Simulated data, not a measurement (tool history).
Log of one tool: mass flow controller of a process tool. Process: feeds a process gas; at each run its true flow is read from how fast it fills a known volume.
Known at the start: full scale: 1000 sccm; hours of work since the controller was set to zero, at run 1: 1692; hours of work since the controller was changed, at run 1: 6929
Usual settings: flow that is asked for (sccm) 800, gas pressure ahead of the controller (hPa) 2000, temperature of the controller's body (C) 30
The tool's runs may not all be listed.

run,hour,flow that is asked for (sccm),gas pressure ahead of the controller (hPa),temperature of the controller's body (C),hours of work since the controller was set to zero,hours of work since the controller was changed,true flow (%)
1,0,800,2000,30,1692,6929,103.01
2,208,604,2000,30,1837,7074,102.83
3,412.4,311,2000,30,1978,7215,102.61
4,632.3,800,2000,30,2131,7368,103.31
5,942.2,155,2000,30,2345,7582,104.21
6,1210,800,2000,30,2531,7768,103.72
7,1474.8,800,2000,30,2714,7952,103.76
8,1657.9,800,2000,30,2841,8078,103.96
9,1864.9,800,1870,30,2985,8222,104.12
10,2164.5,800,2000,32,3192,8430,104.36
11,2463.9,800,2000,32,3400,8637,104.46
# hour 2550.2: controller exchanged for a calibrated one
12,2779.9,800,2000,32,159,159,100.24
13,2986.2,800,2420,30,302,302,99.88
14,3264.6,800,2420,30,495,495,99.88
15,3504.8,800,2420,30,662,662,100.04
16,3774.5,800,2420,30,848,848,100.32
17,4016.5,249,1460,21,1016,1016,99.26
18,4333.8,249,1460,21,1236,1236,99.48
19,4631.6,249,1460,21,1442,1442,99.68
20,4926.3,249,2020,32,1647,1647,100.68
21,5178.6,249,2020,32,1821,1821,100.78
22,5458.9,120,2220,30,2016,2016,102.58
23,5724.2,394,2720,22,2200,2200,99.51
24,5967.2,133,2030,30,2368,2368,103.03
25,6177.8,133,2030,30,2514,2514,103.46

How the hidden state differs across the entries between the runs, from the last listed run before each to the first after it:
Between runs 11 and 12: controller exchanged for a calibrated one (hour 2550.2)
  flow at rest that the sensor doesn't see, % of full scale: 0.768 -> 0.1; true flow over the shown one, %: 3.55 -> 0.15
  measured less the result without the state, true flow (%): +4.5 -> +0.28

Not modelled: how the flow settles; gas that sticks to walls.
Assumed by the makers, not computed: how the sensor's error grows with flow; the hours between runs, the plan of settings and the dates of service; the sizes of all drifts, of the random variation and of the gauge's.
